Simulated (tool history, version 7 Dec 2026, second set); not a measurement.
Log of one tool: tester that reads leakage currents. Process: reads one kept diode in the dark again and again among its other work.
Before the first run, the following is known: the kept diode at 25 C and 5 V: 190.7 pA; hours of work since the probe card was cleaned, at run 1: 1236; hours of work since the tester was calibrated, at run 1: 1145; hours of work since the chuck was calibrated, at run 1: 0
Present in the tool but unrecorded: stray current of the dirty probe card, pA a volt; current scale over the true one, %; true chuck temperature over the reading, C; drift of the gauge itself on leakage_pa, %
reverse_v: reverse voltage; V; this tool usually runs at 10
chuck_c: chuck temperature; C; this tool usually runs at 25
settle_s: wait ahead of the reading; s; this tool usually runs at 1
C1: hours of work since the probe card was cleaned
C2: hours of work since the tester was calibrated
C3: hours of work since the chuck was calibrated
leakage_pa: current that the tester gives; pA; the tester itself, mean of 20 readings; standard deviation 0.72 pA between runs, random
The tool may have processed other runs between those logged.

Run 1, hour 0: usual settings; C1 1236; C2 1145; C3 0. Result: leakage_pa 239.44 pA.
Run 2, hour 50.3: usual settings but reverse_v 3 V; C1 1276; C2 1184; C3 40. Result: leakage_pa 163.85 pA.
Run 3, hour 89.8: usual settings but reverse_v 3 V; C1 1307; C2 1216; C3 71. Result: leakage_pa 164 pA.
Run 4, hour 157.7: usual settings but reverse_v 3 V; C1 1361; C2 1269; C3 125. Result: leakage_pa 163.49 pA.
Run 5, hour 220.3: usual settings but reverse_v 15.9 V; C1 1411; C2 1319; C3 174. Result: leakage_pa 277.77 pA.
Run 6, hour 293.9: usual settings but reverse_v 15.9 V; C1 1469; C2 1377; C3 232. Result: leakage_pa 279.32 pA.

Run 7, settings as shown, results not yet in. Your forecast:
Run 7, hour 351.5: usual settings; C1 1514; C2 1423; C3 278. Result: leakage_pa ?.

{"run 7": {"leakage_pa": 240.38}}
If the tool had no hidden condition, the same run with the same run-to-run variation would have returned leakage_pa 240.35 pA.
